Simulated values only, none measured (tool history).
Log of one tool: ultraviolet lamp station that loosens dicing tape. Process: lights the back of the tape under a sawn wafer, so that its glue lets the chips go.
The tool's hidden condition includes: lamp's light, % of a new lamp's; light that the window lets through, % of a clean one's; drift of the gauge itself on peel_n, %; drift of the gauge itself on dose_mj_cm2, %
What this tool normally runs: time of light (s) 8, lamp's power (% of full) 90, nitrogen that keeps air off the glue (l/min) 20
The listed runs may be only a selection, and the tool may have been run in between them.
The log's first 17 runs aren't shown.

| run | hour | time of light (s) | lamp's power (% of full) | nitrogen that keeps air off the glue (l/min) | hours of work of the lamp | hours of work since the window was cleaned | force that peels the tape off (N) | light that reached the tape (J/m2) |
|---|---|---|---|---|---|---|---|---|
|  | 384.4 | window cleaned of glue's vapour |
| 18 | 384.4 | 12 | 90 | 20 | 613 | 0 | 0.136 | 4630 |
| 19 | 416.0 | 8 | 90 | 20 | 630 | 17 | 0.386 | 3000 |
| 20 | 443.2 | 8 | 90 | 20 | 645 | 31 | 0.404 | 2970 |
| 21 | 462.6 | 8 | 90 | 20 | 655 | 42 | 0.400 | 2950 |
| 22 | 482.6 | 5 | 90 | 20 | 666 | 52 | 1.009 | 1790 |
| 23 | 514.8 | 8 | 90 | 10 | 683 | 70 | 0.729 | 2860 |
| 24 | 536.3 | 8 | 90 | 30 | 694 | 81 | 0.337 | 2840 |
| 25 | 560.9 | 8 | 96 | 19 | 707 | 94 | 0.431 | 2990 |
| 26 | 581.0 | 4 | 90 | 28 | 718 | 105 | 1.304 | 1330 |
| 27 | 594.7 | 4 | 90 | 28 | 725 | 112 | 1.364 | 1350 |
| 28 | 611.8 | 5 | 90 | 9 | 735 | 121 | 1.714 | 1660 |
| 29 | 627.9 | 9 | 83 | 20 | 743 | 130 | 0.478 | 2770 |
| 30 | 659.0 | 9 | 83 | 20 | 760 | 146 | 0.484 | 2740 |
| 31 | 686.9 | 6 | 90 | 15 | 775 | 161 | 1.080 | 1910 |
| 32 | 705.5 | 11 | 90 | 20 | 785 | 171 | 0.283 | 3470 |
| 33 | 724.1 | 5 | 90 | 17 | 794 | 181 | 1.399 | 1560 |
| 34 | 745.9 | 14 | 76 | 17 | 806 | 193 | 0.281 | 3630 |
| 35 | 761.4 | 6 | 73 | 17 | 814 | 201 | 1.409 | 1510 |
|  | 768.8 | window cleaned of glue's vapour |
| 36 | 784.7 | 8 | 90 | 23 | 826 | 9 | 0.376 | 2910 |
| 37 | 813.1 | 7 | 75 | 7 | 842 | 24 | 1.471 | 2070 |
| 38 | 839.5 | 7 | 90 | 6 | 856 | 38 | 1.273 | 2440 |
| 39 | 856.3 | 13 | 67 | 20 | 865 | 47 | 0.286 | 3370 |
| 40 | 885.7 | 13 | 67 | 20 | 880 | 62 | 0.321 | 3310 |
| 41 | 916.8 | 13 | 67 | 20 | 897 | 79 | 0.319 | 3270 |
| 42 | 939.7 | 13 | 67 | 20 | 909 | 91 | 0.331 | 3190 |

Here are 3 independent what-if runs from the current tool condition. What would each one return?
| A | 964.1 | 5 | 62 | 20 | 922 | 104 | ? | ? |
| B | 964.1 | 5 | 90 | 24 | 922 | 104 | ? | ? |
| C | 964.1 | 15 | 63 | 21 | 922 | 104 | ? | ? |

| run | force that peels the tape off (N) | light that reached the tape (J/m2) |
|---|---|---|
| A | 1.840 | 1110 |
| B | 1.107 | 1630 |
| C | 0.273 | 3420 |
The same runs, with their run-to-run variation unchanged, on a tool lacking any hidden condition would have given:
| run | force that peels the tape off (N) | light that reached the tape (J/m2) |
|---|---|---|
| A | 1.219 | 1590 |
| B | 0.600 | 2330 |
| C | 0.108 | 4900 |
